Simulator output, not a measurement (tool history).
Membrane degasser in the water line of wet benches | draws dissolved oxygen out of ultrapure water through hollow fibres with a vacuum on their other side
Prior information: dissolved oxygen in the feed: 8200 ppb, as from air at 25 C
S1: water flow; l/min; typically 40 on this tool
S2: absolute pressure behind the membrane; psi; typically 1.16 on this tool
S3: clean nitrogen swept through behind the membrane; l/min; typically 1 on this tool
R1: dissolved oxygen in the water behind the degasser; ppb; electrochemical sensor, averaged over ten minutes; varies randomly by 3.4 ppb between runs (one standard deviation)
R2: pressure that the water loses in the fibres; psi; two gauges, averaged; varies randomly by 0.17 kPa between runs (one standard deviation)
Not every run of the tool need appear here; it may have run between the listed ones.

{"run": 1, "day": 0.0, "S1": 40, "S2": 1.16, "S3": 1, "R1": 394.4, "R2": 3.877}
{"run": 2, "day": 2.862, "S1": 40, "S2": 1.16, "S3": 1, "R1": 397.4, "R2": 3.878}
{"run": 3, "day": 5.904, "S1": 40, "S2": 1.16, "S3": 1, "R1": 388.6, "R2": 3.849}
{"run": 4, "day": 8.55, "S1": 40, "S2": 2.534, "S3": 1, "R1": 1059.6, "R2": 3.891}
{"run": 5, "day": 11.158, "S1": 40, "S2": 1.16, "S3": 1, "R1": 390.1, "R2": 3.894}
{"run": 6, "day": 13.554, "S1": 40, "S2": 1.16, "S3": 1, "R1": 396.2, "R2": 3.903}
{"run": 7, "day": 15.654, "S1": 40, "S2": 1.16, "S3": 1, "R1": 391.1, "R2": 3.902}
{"day": 15.942, "done": "vacuum gauge calibrated"}
{"run": 8, "day": 18.238, "S1": 40, "S2": 1.16, "S3": 2.13, "R1": 214.6, "R2": 3.843}
{"run": 9, "day": 20.342, "S1": 40, "S2": 1.16, "S3": 2.13, "R1": 216, "R2": 3.941}
{"run": 10, "day": 22.183, "S1": 40, "S2": 1.16, "S3": 2.13, "R1": 215.2, "R2": 3.877}
{"run": 11, "day": 24.225, "S1": 40, "S2": 2.132, "S3": 1, "R1": 856.5, "R2": 3.878}
{"run": 12, "day": 25.912, "S1": 53, "S2": 1.16, "S3": 1, "R1": 512.4, "R2": 5.16}
{"run": 13, "day": 28.467, "S1": 40, "S2": 1.423, "S3": 1.1, "R1": 493, "R2": 3.92}
{"day": 30.808, "done": "vacuum gauge calibrated, once more"}
{"run": 14, "day": 31.212, "S1": 50, "S2": 1.16, "S3": 1.2, "R1": 410.8, "R2": 4.902}
{"run": 15, "day": 32.496, "S1": 50, "S2": 1.16, "S3": 1.2, "R1": 403.6, "R2": 4.83}
{"run": 16, "day": 34.708, "S1": 50, "S2": 1.16, "S3": 1.2, "R1": 397.6, "R2": 4.911}
{"run": 17, "day": 37.212, "S1": 50, "S2": 1.16, "S3": 1.2, "R1": 407.5, "R2": 4.836}
{"run": 18, "day": 39.321, "S1": 27, "S2": 0.915, "S3": 0.57, "R1": 279.3, "R2": 2.628}
{"run": 19, "day": 40.675, "S1": 40, "S2": 2.252, "S3": 1.9, "R1": 560.1, "R2": 3.907}
{"run": 20, "day": 43.108, "S1": 40, "S2": 2.252, "S3": 1.9, "R1": 553.9, "R2": 3.942}
{"run": 21, "day": 44.85, "S1": 34, "S2": 1.16, "S3": 2.11, "R1": 174.5, "R2": 3.329}
{"run": 22, "day": 47.283, "S1": 34, "S2": 1.16, "S3": 2.11, "R1": 177, "R2": 3.317}
{"run": 23, "day": 48.908, "S1": 34, "S2": 1.16, "S3": 2.11, "R1": 180.2, "R2": 3.34}

What if the next run were any one of these 4? Each begins from the tool's condition after run 23:
{"run": "A", "day": 51.617, "S1": 40, "S2": 1.407, "S3": 1, "R1": "?", "R2": "?"}
{"run": "B", "day": 51.617, "S1": 34, "S2": 1.089, "S3": 2.37, "R1": "?", "R2": "?"}
{"run": "C", "day": 51.617, "S1": 35, "S2": 1.16, "S3": 2.11, "R1": "?", "R2": "?"}
{"run": "D", "day": 51.617, "S1": 34, "S2": 0.706, "S3": 2.11, "R1": "?", "R2": "?"}

run=A R1=506.9 R2=3.948
run=B R1=145.3 R2=3.329
run=C R1=181.9 R2=3.39
run=D R1=63.8 R2=3.321
Stripped of hidden state, with their random variation kept, the same runs would have yielded:
run=A R1=503.5 R2=3.845
run=B R1=143.3 R2=3.242
run=C R1=179.6 R2=3.298
run=D R1=62 R2=3.234
